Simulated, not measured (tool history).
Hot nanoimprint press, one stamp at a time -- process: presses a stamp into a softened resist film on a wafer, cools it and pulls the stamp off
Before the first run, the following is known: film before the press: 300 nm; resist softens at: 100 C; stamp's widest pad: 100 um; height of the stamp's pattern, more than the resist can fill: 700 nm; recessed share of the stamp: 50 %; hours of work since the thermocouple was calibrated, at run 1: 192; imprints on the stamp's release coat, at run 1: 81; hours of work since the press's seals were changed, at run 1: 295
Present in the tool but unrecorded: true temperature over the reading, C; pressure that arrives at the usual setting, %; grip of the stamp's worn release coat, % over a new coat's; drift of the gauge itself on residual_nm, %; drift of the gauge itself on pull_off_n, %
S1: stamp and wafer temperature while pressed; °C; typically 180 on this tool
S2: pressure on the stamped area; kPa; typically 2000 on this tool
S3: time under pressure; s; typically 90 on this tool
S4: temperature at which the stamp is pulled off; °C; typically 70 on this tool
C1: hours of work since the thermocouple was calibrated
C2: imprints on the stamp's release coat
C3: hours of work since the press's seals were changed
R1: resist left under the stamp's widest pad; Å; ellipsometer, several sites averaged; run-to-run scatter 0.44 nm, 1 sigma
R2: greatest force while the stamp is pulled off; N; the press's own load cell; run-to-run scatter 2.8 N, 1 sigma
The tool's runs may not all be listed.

run,hour,S1,S2,S3,S4,C1,C2,C3,R1,R2
1,0.0,180,2000,90,70,192,81,295,1273,127
2,28.4,180,2000,90,70,205,130,308,1274,128
3,48.3,183,2000,90,70,214,165,317,1191,129
4,64.0,183,2000,90,70,221,193,324,1196,138
5,82.9,180,2000,90,70,229,226,332,1276,138
6,99.2,180,2000,90,70,237,255,340,1283,135
7,122.1,180,2000,141,70,247,295,350,1098,136
# hour 143.8: plate thermocouple calibrated
8,156.3,180,1990,90,70,6,350,364,1295,140
9,170.6,180,1990,90,70,12,375,371,1298,144
10,193.2,180,1990,90,70,22,414,381,1296,147
11,224.4,180,1990,90,70,36,469,395,1297,146
12,246.3,180,2000,45,70,46,507,405,1614,147
# hour 276.1: plate thermocouple calibrated, once more
13,282.8,180,2000,163,70,3,566,420,1016,141
14,313.5,180,2720,90,70,17,620,434,1048,154
15,343.3,180,2000,162,70,30,672,447,1029,147
16,359.4,181,2000,153,70,38,701,455,1015,152
17,388.2,180,2000,151,70,51,751,468,1052,153
18,418.5,179,1260,50,59,64,804,482,1943,186
19,446.0,179,1510,46,64,77,853,494,1827,177
20,467.2,179,1510,46,64,87,890,504,1828,173
21,487.1,179,1510,46,64,96,925,513,1829,175
22,509.1,180,1470,85,70,105,963,523,1523,159
23,526.4,190,2180,90,61,113,994,530,964,187
24,557.3,191,3130,90,60,127,1048,544,772,198
25,577.1,178,1400,124,70,136,1083,553,1462,158
26,599.1,178,2190,118,70,146,1121,563,1162,164
27,629.5,178,1340,144,70,160,1175,577,1418,166

What if the next run were any one of these 3? Each begins from the tool's condition after run 27:
A,646.4,177,2000,118,56,168,1204,585,?,?
B,646.4,178,1800,94,55,168,1204,585,?,?
C,646.4,178,1340,160,70,168,1204,585,?,?

run,R1,R2
A,1252,217
B,1398,213
C,1379,171
With no hidden state in the tool, these same runs would have given:
run,R1,R2
A,1220,167
B,1366,164
C,1351,132
